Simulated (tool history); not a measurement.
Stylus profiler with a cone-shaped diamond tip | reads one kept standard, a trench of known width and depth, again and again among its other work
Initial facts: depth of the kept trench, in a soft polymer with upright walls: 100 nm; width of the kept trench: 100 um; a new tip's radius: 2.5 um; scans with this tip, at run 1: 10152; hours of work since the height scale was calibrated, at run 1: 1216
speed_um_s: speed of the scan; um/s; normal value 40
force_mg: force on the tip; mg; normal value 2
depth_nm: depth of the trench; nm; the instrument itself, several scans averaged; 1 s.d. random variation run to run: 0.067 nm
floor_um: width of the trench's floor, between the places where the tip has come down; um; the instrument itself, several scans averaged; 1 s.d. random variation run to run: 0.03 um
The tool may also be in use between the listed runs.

run	day	speed_um_s	force_mg	scans with this tip	hours of work since the height scale was calibrated	depth_nm	floor_um
1	0	40	2	10152	1216	100.15	98.09
2	2.283	40	2	10430	1249	100.07	98.06
3	3.579	40	2	10587	1268	100.04	98.05
4	5.829	40	2	10861	1301	100.05	98.06
5	7.958	40	2	11120	1332	100.15	98.02
6	9.767	40	2	11340	1358	100.05	98
7	11.362	11	2	11534	1381	100.04	98.2
8	13.067	11	1.52	11741	1406	99.98	98.16
9	15.4	11	1.52	12025	1440	100.05	98.16
10	17.217	40	2	12246	1467	100.09	98.01
11	18.388	23	2	12389	1484	100.09	98.17
12	19.475	25	0.95	12521	1500	99.84	98
# day 19.696: height scale calibrated on a step standard
13	21.458	25	0.95	12760	26	99.63	98.03
14	23.438	25	0.95	13000	54	99.68	98.04
# day 24.896: height scale calibrated on a step standard, once more
15	25.958	15	1.63	13305	15	100.41	98.18
16	27.871	15	1.63	13537	43	100.32	98.14
17	30.092	22	3.07	13808	76	100.53	98.14

Estimate the outcome of run 18 from the log above:
18	31.9	111	5.11	14027	102	?	?

Run 18 gave depth_nm 100.84 nm, floor_um 97.81 um.
Take away the tool's hidden state, keep the run-to-run variation as it was, and the same run would have given depth_nm 100.89 nm, floor_um 98.17 um.
